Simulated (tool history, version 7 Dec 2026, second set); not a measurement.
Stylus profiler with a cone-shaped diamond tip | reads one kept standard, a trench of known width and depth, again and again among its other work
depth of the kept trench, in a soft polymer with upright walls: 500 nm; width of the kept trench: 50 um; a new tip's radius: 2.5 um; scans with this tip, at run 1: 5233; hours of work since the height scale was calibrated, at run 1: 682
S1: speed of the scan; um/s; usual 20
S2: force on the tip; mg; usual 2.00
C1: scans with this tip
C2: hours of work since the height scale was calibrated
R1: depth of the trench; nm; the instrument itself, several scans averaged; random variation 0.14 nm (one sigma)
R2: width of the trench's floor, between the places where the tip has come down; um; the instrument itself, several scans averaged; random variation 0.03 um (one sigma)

Run 1, hour 0.0: usual settings; C1 5233; C2 682. Result: R1 504.59 nm, R2 45.54 um.
Run 2, hour 44.1: usual settings but S2 1.77 mg; C1 5435; C2 708. Result: R1 504.20 nm, R2 45.48 um.
Run 3, hour 89.7: usual settings but S2 1.77 mg; C1 5642; C2 735. Result: R1 504.52 nm, R2 45.46 um.
Run 4, hour 138.4: usual settings but S2 3.72 mg; C1 5865; C2 764. Result: R1 506.38 nm, R2 45.40 um.
Run 5, hour 198.5: usual settings but S2 3.72 mg; C1 6139; C2 800. Result: R1 506.38 nm, R2 45.34 um.
Run 6, hour 241.7: usual settings but S2 3.72 mg; C1 6336; C2 825. Result: R1 506.31 nm, R2 45.35 um.
Run 7, hour 299.9: usual settings but S2 3.72 mg; C1 6601; C2 860. Result: R1 506.32 nm, R2 45.25 um.
Run 8, hour 361.1: usual settings but S1 59 um/s; C1 6880; C2 896. Result: R1 504.73 nm, R2 45.10 um.
Run 9, hour 417.9: usual settings but S1 59 um/s; C1 7139; C2 930. Result: R1 504.89 nm, R2 44.99 um.
Run 10, hour 453.8: usual settings but S1 59 um/s; C1 7303; C2 951. Result: R1 504.72 nm, R2 44.99 um.
Run 11, hour 500.4: usual settings but S1 59 um/s, S2 5.70 mg; C1 7516; C2 979. Result: R1 508.10 nm, R2 45.03 um.
Run 12, hour 562.5: usual settings; C1 7799; C2 1016. Result: R1 505.03 nm, R2 44.99 um.
Run 13, hour 606.0: usual settings but S1 67 um/s, S2 1.72 mg; C1 7997; C2 1042. Result: R1 504.53 nm, R2 44.86 um.
Run 14, hour 666.1: usual settings but S1 10 um/s, S2 0.82 mg; C1 8271; C2 1077. Result: R1 503.89 nm, R2 44.86 um.
Run 15, hour 720.9: usual settings but S1 10 um/s, S2 1.97 mg; C1 8521; C2 1110. Result: R1 505.11 nm, R2 44.88 um.
Run 16, hour 748.8: usual settings but S1 9 um/s; C1 8648; C2 1126. Result: R1 505.17 nm, R2 44.84 um.
Run 17, hour 811.6: usual settings but S2 1.66 mg; C1 8935; C2 1164. Result: R1 504.70 nm, R2 44.75 um.
Run 18, hour 875.1: usual settings but S2 1.66 mg; C1 9224; C2 1201. Result: R1 504.85 nm, R2 44.73 um.
Run 19, hour 909.9: usual settings but S2 1.66 mg; C1 9383; C2 1222. Result: R1 504.90 nm, R2 44.65 um.
Run 20, hour 952.5: usual settings but S2 1.66 mg; C1 9577; C2 1247. Result: R1 504.90 nm, R2 44.62 um.
Run 21, hour 994.5: usual settings but S1 77 um/s, S2 3.07 mg; C1 9769; C2 1272. Result: R1 506.28 nm, R2 44.49 um.
Run 22, hour 1033.5: usual settings but S1 12 um/s, S2 3.03 mg; C1 9947; C2 1296. Result: R1 506.47 nm, R2 44.55 um.
Run 23, hour 1088.9: usual settings but S1 12 um/s, S2 3.03 mg; C1 10200; C2 1328. Result: R1 506.39 nm, R2 44.59 um.

Forecast each of these 4 alternatives for the next run:
Run A, hour 1120.2: usual settings but S1 12 um/s, S2 1.63 mg; C1 10342; C2 1347. Result: R1 ?, R2 ?.
Run B, hour 1120.2: usual settings but S1 70 um/s; C1 10342; C2 1347. Result: R1 ?, R2 ?.
Run C, hour 1120.2: usual settings but S1 6 um/s, S2 3.03 mg; C1 10342; C2 1347. Result: R1 ?, R2 ?.
Run D, hour 1120.2: usual settings but S1 55 um/s, S2 0.78 mg; C1 10342; C2 1347. Result: R1 ?, R2 ?.

run      R1     R2
  A  505.08  44.49
  B  505.65  44.38
  C  506.64  44.59
  D  503.88  44.25
Without the tool's hidden state the same runs would have given:
run      R1     R2
  A  502.82  46.94
  B  503.39  46.83
  C  504.37  47.04
  D  501.62  46.69
